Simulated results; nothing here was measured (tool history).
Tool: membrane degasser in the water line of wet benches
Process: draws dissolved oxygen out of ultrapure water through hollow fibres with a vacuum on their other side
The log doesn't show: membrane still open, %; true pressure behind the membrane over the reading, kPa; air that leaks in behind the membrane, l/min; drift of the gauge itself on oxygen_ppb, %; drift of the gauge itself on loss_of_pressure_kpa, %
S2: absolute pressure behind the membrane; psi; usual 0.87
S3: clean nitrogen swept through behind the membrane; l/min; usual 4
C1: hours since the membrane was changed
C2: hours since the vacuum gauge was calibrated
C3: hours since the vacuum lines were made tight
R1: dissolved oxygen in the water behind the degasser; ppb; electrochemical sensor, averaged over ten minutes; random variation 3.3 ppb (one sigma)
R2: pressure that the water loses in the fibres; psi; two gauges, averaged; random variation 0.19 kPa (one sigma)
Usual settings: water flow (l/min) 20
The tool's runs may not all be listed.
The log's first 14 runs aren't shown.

{"run": 15, "hour": 3789.9, "water flow (l/min)": 20, "S2": 2.081, "S3": 4, "C1": 10253, "C2": 3535, "C3": 4483, "R1": 423.6, "R2": 5.894}
{"hour": 3944.7, "done": "seals of the vacuum lines changed"}
{"run": 16, "hour": 4043.0, "water flow (l/min)": 27, "S2": 0.87, "S3": 4, "C1": 10504, "C2": 3786, "C3": 98, "R1": 621.7, "R2": 7.934}
{"run": 17, "hour": 4351.7, "water flow (l/min)": 27, "S2": 0.87, "S3": 4, "C1": 10812, "C2": 4094, "C3": 407, "R1": 631.6, "R2": 7.983}
{"run": 18, "hour": 4562.3, "water flow (l/min)": 20, "S2": 0.87, "S3": 1.64, "C1": 11023, "C2": 4305, "C3": 618, "R1": 366.8, "R2": 5.846}
{"run": 19, "hour": 4786.9, "water flow (l/min)": 20, "S2": 1.8, "S3": 1.66, "C1": 11248, "C2": 4530, "C3": 842, "R1": 528.3, "R2": 5.919}
{"run": 20, "hour": 4967.4, "water flow (l/min)": 26, "S2": 0.654, "S3": 1.66, "C1": 11428, "C2": 4710, "C3": 1023, "R1": 576.3, "R2": 7.625}
{"hour": 5153.8, "done": "vacuum gauge calibrated"}
{"run": 21, "hour": 5311.3, "water flow (l/min)": 15, "S2": 0.892, "S3": 2.29, "C1": 11772, "C2": 157, "C3": 1366, "R1": 178.7, "R2": 4.411}
{"run": 22, "hour": 5655.8, "water flow (l/min)": 25, "S2": 0.87, "S3": 2.84, "C1": 12116, "C2": 502, "C3": 1711, "R1": 555.5, "R2": 7.385}
{"run": 23, "hour": 5873.3, "water flow (l/min)": 25, "S2": 0.87, "S3": 2.84, "C1": 12334, "C2": 719, "C3": 1928, "R1": 558.7, "R2": 7.409}
{"run": 24, "hour": 6023.9, "water flow (l/min)": 15, "S2": 0.737, "S3": 1.8, "C1": 12484, "C2": 870, "C3": 2079, "R1": 169.3, "R2": 4.415}
{"run": 25, "hour": 6177.1, "water flow (l/min)": 18, "S2": 0.747, "S3": 8.21, "C1": 12637, "C2": 1023, "C3": 2232, "R1": 232.7, "R2": 5.307}
{"run": 26, "hour": 6366.6, "water flow (l/min)": 20, "S2": 0.856, "S3": 8.36, "C1": 12827, "C2": 1213, "C3": 2421, "R1": 318.9, "R2": 5.891}
{"run": 27, "hour": 6695.6, "water flow (l/min)": 27, "S2": 1.008, "S3": 3.9, "C1": 13156, "C2": 1542, "C3": 2750, "R1": 651.5, "R2": 7.964}
{"hour": 6747.0, "done": "membrane cartridge changed"}
{"run": 28, "hour": 6935.3, "water flow (l/min)": 28, "S2": 0.638, "S3": 4.35, "C1": 188, "C2": 1777, "C3": 2986, "R1": 645.2, "R2": 8.29}
{"run": 29, "hour": 7275.2, "water flow (l/min)": 26, "S2": 1.855, "S3": 2.52, "C1": 528, "C2": 2117, "C3": 3326, "R1": 736.5, "R2": 7.642}
{"run": 30, "hour": 7457.9, "water flow (l/min)": 25, "S2": 1.646, "S3": 2.52, "C1": 711, "C2": 2300, "C3": 3509, "R1": 665.1, "R2": 7.356}
{"run": 31, "hour": 7664.1, "water flow (l/min)": 16, "S2": 1.88, "S3": 1.7, "C1": 917, "C2": 2506, "C3": 3715, "R1": 360.3, "R2": 4.734}

Forecast each of these 4 alternatives for the next run:
{"run": "A", "hour": 7995.2, "water flow (l/min)": 19, "S2": 1.03, "S3": 4, "C1": 1248, "C2": 2837, "C3": 4046, "R1": "?", "R2": "?"}
{"run": "B", "hour": 7995.2, "water flow (l/min)": 17, "S2": 1.255, "S3": 7.18, "C1": 1248, "C2": 2837, "C3": 4046, "R1": "?", "R2": "?"}
{"run": "C", "hour": 7995.2, "water flow (l/min)": 20, "S2": 1.387, "S3": 4, "C1": 1248, "C2": 2837, "C3": 4046, "R1": "?", "R2": "?"}
{"run": "D", "hour": 7995.2, "water flow (l/min)": 19, "S2": 0.745, "S3": 2.52, "C1": 1248, "C2": 2837, "C3": 4046, "R1": "?", "R2": "?"}

run=A R1=302.3 R2=5.627
run=B R1=217.4 R2=5.03
run=C R1=363.3 R2=5.945
run=D R1=294.8 R2=5.594
Without the tool's hidden state the same runs would have given:
run=A R1=302.2 R2=5.626
run=B R1=217.3 R2=5.03
run=C R1=363.2 R2=5.944
run=D R1=294.6 R2=5.594
